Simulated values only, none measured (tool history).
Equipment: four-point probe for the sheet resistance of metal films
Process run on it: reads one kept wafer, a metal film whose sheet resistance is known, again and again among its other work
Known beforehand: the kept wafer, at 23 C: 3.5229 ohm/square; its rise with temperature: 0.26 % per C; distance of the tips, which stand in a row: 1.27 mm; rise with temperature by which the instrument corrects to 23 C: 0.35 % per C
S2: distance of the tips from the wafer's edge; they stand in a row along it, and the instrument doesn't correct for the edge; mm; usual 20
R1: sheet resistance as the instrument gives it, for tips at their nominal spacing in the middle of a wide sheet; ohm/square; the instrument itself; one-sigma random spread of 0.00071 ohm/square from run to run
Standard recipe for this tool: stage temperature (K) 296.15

{"run": 1, "hour": 0.0, "stage temperature (K)": 296.15, "S2": 20, "R1": 3.511206}
{"run": 2, "hour": 19.1, "stage temperature (K)": 296.15, "S2": 20, "R1": 3.510231}
{"run": 3, "hour": 32.4, "stage temperature (K)": 296.15, "S2": 20, "R1": 3.509716}
{"run": 4, "hour": 56.2, "stage temperature (K)": 296.15, "S2": 20, "R1": 3.511638}
{"run": 5, "hour": 70.7, "stage temperature (K)": 296.15, "S2": 27, "R1": 3.509131}
{"run": 6, "hour": 98.4, "stage temperature (K)": 296.15, "S2": 27, "R1": 3.507593}
{"run": 7, "hour": 125.6, "stage temperature (K)": 296.15, "S2": 27, "R1": 3.508777}
{"run": 8, "hour": 137.0, "stage temperature (K)": 296.15, "S2": 27, "R1": 3.508273}
{"run": 9, "hour": 153.0, "stage temperature (K)": 296.15, "S2": 5, "R1": 3.621117}
{"run": 10, "hour": 176.2, "stage temperature (K)": 293.15, "S2": 5, "R1": 3.632517}
{"run": 11, "hour": 190.7, "stage temperature (K)": 293.15, "S2": 5, "R1": 3.633635}
{"hour": 192.5, "done": "stage's thermometer calibrated"}
{"run": 12, "hour": 212.8, "stage temperature (K)": 306.15, "S2": 20, "R1": 3.481268}
{"run": 13, "hour": 239.1, "stage temperature (K)": 299.15, "S2": 17, "R1": 3.505181}
{"run": 14, "hour": 264.3, "stage temperature (K)": 296.15, "S2": 64, "R1": 3.506431}
{"run": 15, "hour": 278.6, "stage temperature (K)": 292.15, "S2": 20, "R1": 3.524967}
{"hour": 283.7, "done": "stage's thermometer calibrated, once more"}
{"run": 16, "hour": 295.1, "stage temperature (K)": 301.15, "S2": 6, "R1": 3.575586}
{"run": 17, "hour": 322.4, "stage temperature (K)": 301.15, "S2": 65, "R1": 3.493015}
{"run": 18, "hour": 336.5, "stage temperature (K)": 305.15, "S2": 8, "R1": 3.52745}
{"run": 19, "hour": 350.5, "stage temperature (K)": 303.15, "S2": 27, "R1": 3.491203}
{"run": 20, "hour": 378.7, "stage temperature (K)": 303.15, "S2": 27, "R1": 3.490897}
{"run": 21, "hour": 390.3, "stage temperature (K)": 295.15, "S2": 4, "R1": 3.693132}
{"run": 22, "hour": 415.7, "stage temperature (K)": 295.15, "S2": 4, "R1": 3.69289}
{"run": 23, "hour": 428.9, "stage temperature (K)": 305.15, "S2": 8, "R1": 3.528389}
{"run": 24, "hour": 450.2, "stage temperature (K)": 304.15, "S2": 7, "R1": 3.545423}

Consider 3 possible next runs. They are alternatives, not a sequence: every one starts from the tool as it was left by run 24. What does each give?
{"run": "A", "hour": 477.8, "stage temperature (K)": 307.15, "S2": 9, "R1": "?"}
{"run": "B", "hour": 477.8, "stage temperature (K)": 307.15, "S2": 6, "R1": "?"}
{"run": "C", "hour": 477.8, "stage temperature (K)": 294.15, "S2": 20, "R1": "?"}

run=A R1=3.512911
run=B R1=3.558445
run=C R1=3.524385
Without the tool's hidden state the same runs would have given:
run=A R1=3.525804
run=B R1=3.571492
run=C R1=3.537338
